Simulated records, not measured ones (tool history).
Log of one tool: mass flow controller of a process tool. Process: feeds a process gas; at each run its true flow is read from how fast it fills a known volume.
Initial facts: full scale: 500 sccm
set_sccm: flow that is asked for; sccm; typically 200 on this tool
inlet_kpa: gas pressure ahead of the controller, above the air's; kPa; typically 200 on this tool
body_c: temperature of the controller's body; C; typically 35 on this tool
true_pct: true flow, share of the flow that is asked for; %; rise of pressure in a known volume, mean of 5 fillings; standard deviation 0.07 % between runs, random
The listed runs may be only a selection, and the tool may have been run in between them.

run,hour,set_sccm,inlet_kpa,body_c,true_pct
1,0.0,200,200,35,97.17
2,148.4,200,200,35,97.00
3,238.1,182,200,35,96.93
4,382.7,182,200,35,96.90
5,506.3,200,200,35,96.97
6,578.0,200,200,35,96.98
7,673.0,200,200,35,97.07
8,779.7,200,200,35,97.03
9,922.5,200,200,35,97.07
10,1070.8,200,267,35,97.06
11,1207.6,412,200,35,98.39
12,1287.2,412,200,35,98.41
13,1400.1,200,200,35,96.95
14,1496.8,200,195,35,96.99
# hour 1505.1: controller's zero set anew
15,1571.3,197,195,35,96.63
16,1654.3,200,187,35,96.62
17,1758.4,200,175,35,96.59
18,1844.7,200,200,35,96.52
19,1977.8,200,200,35,96.61
20,2109.5,105,200,26,95.41
# hour 2121.2: controller's zero set anew, once more
21,2257.8,105,200,26,99.03
22,2341.7,200,175,23,99.61
23,2498.0,84,162,35,97.89
24,2609.5,73,154,35,97.61
25,2678.9,73,154,35,97.57
26,2761.3,200,275,40,97.89
27,2882.8,200,235,28,99.11
28,3010.3,119,161,36,97.67
29,3157.3,153,272,22,99.57
30,3221.9,272,279,35,98.71
31,3365.1,272,279,35,98.77
32,3475.0,487,162,20,100.89
33,3556.9,135,162,20,99.33
34,3671.1,178,143,22,99.33
35,3823.6,377,200,35,98.94
36,3899.8,200,200,35,98.24
37,4034.6,113,200,31,98.03
38,4136.5,185,162,22,99.35

3 options for the next run, each taken on its own from the tool as it stands now. Forecast them:
A,4206.3,185,209,37,?
B,4206.3,75,145,29,?
C,4206.3,185,189,24,?

run,true_pct
A,97.83
B,97.48
C,99.21
Had the tool no hidden state, the same runs would have come out as:
run,true_pct
A,97.65
B,98.10
C,99.03
